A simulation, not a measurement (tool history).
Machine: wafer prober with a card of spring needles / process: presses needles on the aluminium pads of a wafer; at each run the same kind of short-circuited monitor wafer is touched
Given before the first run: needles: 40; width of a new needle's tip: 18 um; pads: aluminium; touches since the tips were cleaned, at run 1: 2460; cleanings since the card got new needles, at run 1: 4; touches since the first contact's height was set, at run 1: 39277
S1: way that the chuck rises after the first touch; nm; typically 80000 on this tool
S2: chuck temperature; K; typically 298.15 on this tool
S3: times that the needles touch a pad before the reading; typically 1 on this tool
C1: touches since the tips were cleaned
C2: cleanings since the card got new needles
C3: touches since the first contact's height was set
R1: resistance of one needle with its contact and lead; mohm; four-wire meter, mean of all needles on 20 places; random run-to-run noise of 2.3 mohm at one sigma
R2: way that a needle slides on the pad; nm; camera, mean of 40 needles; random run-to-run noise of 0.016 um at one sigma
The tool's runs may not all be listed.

run 1 hour=0.0 | S1=80000 S2=298.15 S3=1 | C1=2460 C2=4 C3=39277 | R1=252 R2=14610
run 2 hour=8.0 | S1=80000 S2=298.15 S3=1 | C1=5756 C2=4 C3=42573 | R1=256 R2=14590
-- hour=14.6 tips cleaned on abrasive film
run 3 hour=16.2 | S1=80000 S2=298.15 S3=1 | C1=655 C2=5 C3=45893 | R1=254 R2=14550
run 4 hour=25.7 | S1=80000 S2=298.15 S3=1 | C1=4598 C2=5 C3=49836 | R1=256 R2=14570
-- hour=35.0 tips cleaned on abrasive film
run 5 hour=36.3 | S1=80000 S2=298.15 S3=1 | C1=533 C2=6 C3=54134 | R1=253 R2=14570
run 6 hour=42.2 | S1=80000 S2=298.15 S3=1 | C1=2973 C2=6 C3=56574 | R1=254 R2=14580
run 7 hour=47.6 | S1=80000 S2=298.15 S3=1 | C1=5189 C2=6 C3=58790 | R1=255 R2=14580
run 8 hour=54.6 | S1=80000 S2=298.15 S3=1 | C1=8109 C2=6 C3=61710 | R1=254 R2=14570
-- hour=55.3 tips cleaned on abrasive film
run 9 hour=65.2 | S1=80000 S2=298.15 S3=1 | C1=4051 C2=7 C3=65999 | R1=254 R2=14590
run 10 hour=69.8 | S1=88000 S2=298.15 S3=1 | C1=5959 C2=7 C3=67907 | R1=251 R2=16030
-- hour=75.7 tips cleaned on abrasive film
run 11 hour=75.7 | S1=80000 S2=298.15 S3=1 | C1=0 C2=8 C3=70289 | R1=247 R2=14610
run 12 hour=80.5 | S1=80000 S2=377.15 S3=1 | C1=1974 C2=8 C3=72263 | R1=274 R2=14600
run 13 hour=91.2 | S1=80000 S2=328.15 S3=1 | C1=6389 C2=8 C3=76678 | R1=263 R2=14550
-- hour=95.8 tips cleaned on abrasive film
run 14 hour=96.4 | S1=69000 S2=315.15 S3=1 | C1=257 C2=9 C3=78807 | R1=261 R2=12590
run 15 hour=103.9 | S1=69000 S2=394.15 S3=1 | C1=3330 C2=9 C3=81880 | R1=279 R2=12580
-- hour=106.7 height of the first contact set anew
run 16 hour=111.3 | S1=69000 S2=394.15 S3=1 | C1=6277 C2=9 C3=1897 | R1=279 R2=12550
-- hour=116.3 tips cleaned on abrasive film
run 17 hour=120.6 | S1=70000 S2=352.15 S3=1 | C1=1767 C2=10 C3=5684 | R1=272 R2=12760
run 18 hour=131.4 | S1=71000 S2=321.15 S3=3 | C1=6221 C2=10 C3=10138 | R1=258 R2=12940
run 19 hour=135.9 | S1=80000 S2=309.15 S3=1 | C1=8060 C2=10 C3=11977 | R1=256 R2=14570
-- hour=136.5 tips cleaned on abrasive film
run 20 hour=140.9 | S1=83000 S2=298.15 S3=3 | C1=1834 C2=11 C3=13995 | R1=253 R2=15140
run 21 hour=147.2 | S1=80000 S2=395.15 S3=2 | C1=4427 C2=11 C3=16588 | R1=279 R2=14570

Each row is a separate what-if for the run after 21, all from the same tool condition, not one after another. Results?
run A hour=154.8 | S1=78000 S2=298.15 S3=1 | C1=7556 C2=11 C3=19717 | R1=? R2=?
run B hour=154.8 | S1=90000 S2=303.15 S3=2 | C1=7556 C2=11 C3=19717 | R1=? R2=?
run C hour=154.8 | S1=62000 S2=339.15 S3=1 | C1=7556 C2=11 C3=19717 | R1=? R2=?

run=A R1=250 R2=14200
run=B R1=253 R2=16400
run=C R1=268 R2=11300
Without the tool's hidden state the same runs would have given:
run=A R1=249 R2=14200
run=B R1=252 R2=16400
run=C R1=267 R2=11300

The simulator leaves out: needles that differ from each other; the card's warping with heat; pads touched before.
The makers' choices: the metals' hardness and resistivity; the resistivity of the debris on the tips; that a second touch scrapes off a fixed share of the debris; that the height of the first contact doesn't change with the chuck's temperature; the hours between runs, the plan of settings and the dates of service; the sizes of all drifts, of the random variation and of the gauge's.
